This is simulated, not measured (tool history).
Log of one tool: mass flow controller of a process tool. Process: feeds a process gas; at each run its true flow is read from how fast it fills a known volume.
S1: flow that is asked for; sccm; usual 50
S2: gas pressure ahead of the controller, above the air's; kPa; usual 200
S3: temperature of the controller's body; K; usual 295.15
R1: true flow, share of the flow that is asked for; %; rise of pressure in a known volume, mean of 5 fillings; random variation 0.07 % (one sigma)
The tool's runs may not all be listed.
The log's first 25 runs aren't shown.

run 26 hour=4283.1 | S1=50 S2=143 S3=295.15 | R1=99.27
run 27 hour=4468.5 | S1=50 S2=143 S3=295.15 | R1=99.33
run 28 hour=4640.4 | S1=50 S2=256 S3=305.15 | R1=98.49
run 29 hour=4779.8 | S1=12 S2=210 S3=305.15 | R1=97.69
run 30 hour=5007.5 | S1=15 S2=184 S3=296.15 | R1=98.70
run 31 hour=5128.4 | S1=15 S2=184 S3=296.15 | R1=98.59
run 32 hour=5261.7 | S1=54 S2=235 S3=300.15 | R1=98.99
run 33 hour=5464.0 | S1=31 S2=215 S3=299.15 | R1=98.68
run 34 hour=5616.3 | S1=31 S2=215 S3=299.15 | R1=98.65
run 35 hour=5807.3 | S1=16 S2=174 S3=305.15 | R1=97.67
run 36 hour=6004.3 | S1=18 S2=238 S3=293.15 | R1=99.04
run 37 hour=6138.9 | S1=18 S2=238 S3=293.15 | R1=99.11
run 38 hour=6299.8 | S1=42 S2=200 S3=295.15 | R1=99.18
run 39 hour=6466.3 | S1=74 S2=200 S3=302.15 | R1=99.17
run 40 hour=6639.4 | S1=50 S2=251 S3=295.15 | R1=99.47
run 41 hour=6744.5 | S1=32 S2=174 S3=307.15 | R1=97.79
run 42 hour=6874.6 | S1=42 S2=186 S3=296.15 | R1=99.14
run 43 hour=7055.1 | S1=28 S2=269 S3=298.15 | R1=98.76
run 44 hour=7162.0 | S1=28 S2=269 S3=298.15 | R1=98.72
run 45 hour=7339.1 | S1=83 S2=269 S3=298.15 | R1=99.74
run 46 hour=7448.1 | S1=24 S2=153 S3=294.15 | R1=98.90
run 47 hour=7545.7 | S1=24 S2=153 S3=294.15 | R1=98.94
run 48 hour=7666.7 | S1=17 S2=200 S3=309.15 | R1=97.24

4 ways to go on from here, each from the tool as it stands after run 48. What would each give?
run A hour=7892.5 | S1=47 S2=213 S3=294.15 | R1=?
run B hour=7892.5 | S1=14 S2=181 S3=296.15 | R1=?
run C hour=7892.5 | S1=12 S2=227 S3=306.15 | R1=?
run D hour=7892.5 | S1=17 S2=150 S3=295.15 | R1=?

run=A R1=99.25
run=B R1=98.67
run=C R1=97.66
run=D R1=98.87
Without the tool's hidden state the same runs would have given:
run=A R1=99.24
run=B R1=98.66
run=C R1=97.65
run=D R1=98.86
